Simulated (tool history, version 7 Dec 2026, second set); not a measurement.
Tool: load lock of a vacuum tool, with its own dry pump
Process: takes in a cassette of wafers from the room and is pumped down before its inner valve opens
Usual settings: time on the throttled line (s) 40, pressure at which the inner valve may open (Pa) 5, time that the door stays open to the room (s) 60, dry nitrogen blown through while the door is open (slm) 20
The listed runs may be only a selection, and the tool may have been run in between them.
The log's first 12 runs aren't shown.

run	hour	time on the throttled line (s)	pressure at which the inner valve may open (Pa)	time that the door stays open to the room (s)	dry nitrogen blown through while the door is open (slm)	incoming humidity of the room's air, %	time from the closed door until the inner valve may open (s)	rise of the pressure with all valves shut (Pa/min)
13	3220	26	5	60	20	47.1	73.7	0.121
14	3406.3	40	5	60	20	40.8	82.9	0.116
15	3656	40	5	60	20	40	84.3	0.128
16	3900	40	5	60	20	45.8	84.5	0.138
17	4109.1	40	5	60	20	44.5	83.5	0.143
18	4500.7	40	5	42	20	44.7	83.9	0.16
19	4880.8	77	5	60	20	46.1	107.5	0.169
20	5189.7	69	5	91	20	44.7	103.4	0.189
21	5398.9	40	5	60	6	47.2	84.8	0.21
22	5739.9	40	5	60	6	44.3	85.4	0.224
23	6103.1	40	5	60	6	45.7	85.3	0.234

Expected results for the next run?
24	6449.9	40	5	60	6	44.9	?	?

time from the closed door until the inner valve may open (s): 86.2
rise of the pressure with all valves shut (Pa/min): 0.251
Were there no unlogged condition in the tool, this run, its random variation unchanged, would have produced time from the closed door until the inner valve may open (s) 78, rise of the pressure with all valves shut (Pa/min) 0.044.

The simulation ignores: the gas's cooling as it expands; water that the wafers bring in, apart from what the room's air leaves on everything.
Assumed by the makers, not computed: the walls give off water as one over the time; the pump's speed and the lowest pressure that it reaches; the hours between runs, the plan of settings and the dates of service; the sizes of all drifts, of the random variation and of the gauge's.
